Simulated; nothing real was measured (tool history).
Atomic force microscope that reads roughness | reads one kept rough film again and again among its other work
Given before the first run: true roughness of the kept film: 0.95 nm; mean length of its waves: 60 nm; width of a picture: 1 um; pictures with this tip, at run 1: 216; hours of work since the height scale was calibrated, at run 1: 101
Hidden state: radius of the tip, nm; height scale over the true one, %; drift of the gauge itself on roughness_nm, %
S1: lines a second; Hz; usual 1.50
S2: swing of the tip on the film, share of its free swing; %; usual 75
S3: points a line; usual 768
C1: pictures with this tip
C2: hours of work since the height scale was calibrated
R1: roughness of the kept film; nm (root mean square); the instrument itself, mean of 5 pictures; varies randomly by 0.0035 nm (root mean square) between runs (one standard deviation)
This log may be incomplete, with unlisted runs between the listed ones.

| run | hour | S1 | S2 | S3 | C1 | C2 | R1 |
|---|---|---|---|---|---|---|---|
| 1 | 0.0 | 1.50 | 75 | 768 | 216 | 101 | 0.842 |
| 2 | 13.8 | 1.50 | 75 | 768 | 244 | 111 | 0.843 |
|  | 25.9 | new tip fitted |
| 3 | 29.0 | 1.50 | 75 | 768 | 6 | 121 | 0.850 |
| 4 | 44.1 | 1.50 | 75 | 768 | 36 | 132 | 0.839 |
| 5 | 54.8 | 1.50 | 75 | 778 | 58 | 140 | 0.850 |
| 6 | 68.2 | 1.50 | 75 | 778 | 85 | 149 | 0.844 |
| 7 | 83.0 | 1.50 | 63 | 778 | 114 | 160 | 0.890 |
| 8 | 92.4 | 1.50 | 75 | 768 | 133 | 166 | 0.839 |
| 9 | 109.1 | 1.50 | 75 | 768 | 167 | 178 | 0.835 |
| 10 | 127.2 | 1.50 | 75 | 768 | 203 | 191 | 0.847 |
| 11 | 136.8 | 1.50 | 75 | 768 | 222 | 198 | 0.842 |
| 12 | 152.7 | 1.50 | 59 | 768 | 254 | 209 | 0.901 |
|  | 159.8 | new tip fitted |
| 13 | 168.7 | 1.50 | 75 | 300 | 18 | 220 | 0.837 |
| 14 | 181.1 | 1.85 | 79 | 300 | 43 | 229 | 0.804 |
| 15 | 198.1 | 1.85 | 79 | 386 | 77 | 241 | 0.797 |
| 16 | 208.8 | 1.85 | 79 | 386 | 99 | 248 | 0.797 |
| 17 | 224.4 | 3.57 | 81 | 689 | 130 | 259 | 0.681 |
| 18 | 238.1 | 3.57 | 81 | 689 | 157 | 269 | 0.682 |
| 19 | 251.7 | 1.50 | 73 | 422 | 184 | 279 | 0.849 |
| 20 | 259.1 | 1.50 | 73 | 422 | 199 | 284 | 0.850 |
| 21 | 274.6 | 2.58 | 63 | 641 | 230 | 295 | 0.853 |
|  | 293.0 | new tip fitted |
| 22 | 293.5 | 1.59 | 88 | 768 | 1 | 308 | 0.759 |
| 23 | 305.5 | 1.01 | 58 | 415 | 25 | 316 | 0.914 |
| 24 | 320.6 | 3.32 | 64 | 548 | 56 | 327 | 0.830 |
| 25 | 335.1 | 3.32 | 83 | 591 | 85 | 337 | 0.676 |

Predict each of these 5 candidate next runs independently; none follows another, all start after run 25:
| A | 344.6 | 1.75 | 64 | 768 | 104 | 344 | ? |
| B | 344.6 | 3.32 | 74 | 760 | 104 | 344 | ? |
| C | 344.6 | 2.29 | 63 | 263 | 104 | 344 | ? |
| D | 344.6 | 0.71 | 65 | 299 | 104 | 344 | ? |
| E | 344.6 | 2.66 | 75 | 585 | 104 | 344 | ? |

| run | R1 |
|---|---|
| A | 0.882 |
| B | 0.767 |
| C | 0.865 |
| D | 0.912 |
| E | 0.779 |
With the hidden condition removed and each run's random variation left untouched, the same runs would have given:
| run | R1 |
|---|---|
| A | 0.883 |
| B | 0.767 |
| C | 0.866 |
| D | 0.913 |
| E | 0.779 |

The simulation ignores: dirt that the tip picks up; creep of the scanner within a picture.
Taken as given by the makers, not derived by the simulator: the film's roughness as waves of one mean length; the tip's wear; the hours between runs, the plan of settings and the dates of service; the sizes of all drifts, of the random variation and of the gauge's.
